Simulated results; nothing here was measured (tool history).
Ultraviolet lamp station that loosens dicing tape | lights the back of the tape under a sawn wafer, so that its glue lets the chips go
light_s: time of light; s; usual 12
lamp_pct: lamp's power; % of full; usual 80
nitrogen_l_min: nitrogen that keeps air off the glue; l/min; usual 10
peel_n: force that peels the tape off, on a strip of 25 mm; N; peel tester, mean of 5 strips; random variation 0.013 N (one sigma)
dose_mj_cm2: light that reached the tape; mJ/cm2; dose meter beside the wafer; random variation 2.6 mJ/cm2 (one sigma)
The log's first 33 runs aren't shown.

Run 34, day 68.500: usual settings but light_s 22 s, lamp_pct 76 % of full, nitrogen_l_min 3 l/min. Result: peel_n 0.564 N, dose_mj_cm2 554 mJ/cm2.
Run 35, day 70.292: usual settings but light_s 9 s, lamp_pct 86 % of full, nitrogen_l_min 4 l/min. Result: peel_n 1.703 N, dose_mj_cm2 258 mJ/cm2.
Run 36, day 72.575: usual settings but light_s 14 s, lamp_pct 68 % of full, nitrogen_l_min 20 l/min. Result: peel_n 0.363 N, dose_mj_cm2 320 mJ/cm2.
Run 37, day 74.262: usual settings but light_s 14 s, lamp_pct 68 % of full, nitrogen_l_min 20 l/min. Result: peel_n 0.348 N, dose_mj_cm2 318 mJ/cm2.
Run 38, day 75.454: usual settings but light_s 14 s, lamp_pct 84 % of full, nitrogen_l_min 7 l/min. Result: peel_n 0.523 N, dose_mj_cm2 384 mJ/cm2.
Run 39, day 77.892: usual settings but light_s 14 s, lamp_pct 84 % of full, nitrogen_l_min 7 l/min. Result: peel_n 0.543 N, dose_mj_cm2 387 mJ/cm2.
At day 79.483: lamp changed.
Run 40, day 80.292: usual settings but light_s 8 s, nitrogen_l_min 8 l/min. Result: peel_n 1.474 N, dose_mj_cm2 214 mJ/cm2.
Run 41, day 81.858: usual settings but light_s 8 s, nitrogen_l_min 8 l/min. Result: peel_n 1.422 N, dose_mj_cm2 212 mJ/cm2.
Run 42, day 83.800: usual settings but light_s 14 s, nitrogen_l_min 3 l/min. Result: peel_n 1.221 N, dose_mj_cm2 377 mJ/cm2.
At day 85.079: window cleaned of glue's vapour.
Run 43, day 86.192: usual settings but light_s 13 s. Result: peel_n 0.506 N, dose_mj_cm2 345 mJ/cm2.

Forecast each of these 3 alternatives for the next run:
Run A, day 88.471: usual settings but light_s 15 s, lamp_pct 76 % of full, nitrogen_l_min 7 l/min. Result: peel_n ?, dose_mj_cm2 ?.
Run B, day 88.471: usual settings but lamp_pct 60 % of full. Result: peel_n ?, dose_mj_cm2 ?.
Run C, day 88.471: usual settings but light_s 14 s, lamp_pct 98 % of full, nitrogen_l_min 6 l/min. Result: peel_n ?, dose_mj_cm2 ?.

run  peel_n  dose_mj_cm2
  A   0.569          374
  B   0.999          237
  C   0.426          454
Without the tool's hidden state the same runs would have given:
run  peel_n  dose_mj_cm2
  A   0.568          374
  B   0.998          237
  C   0.425          454
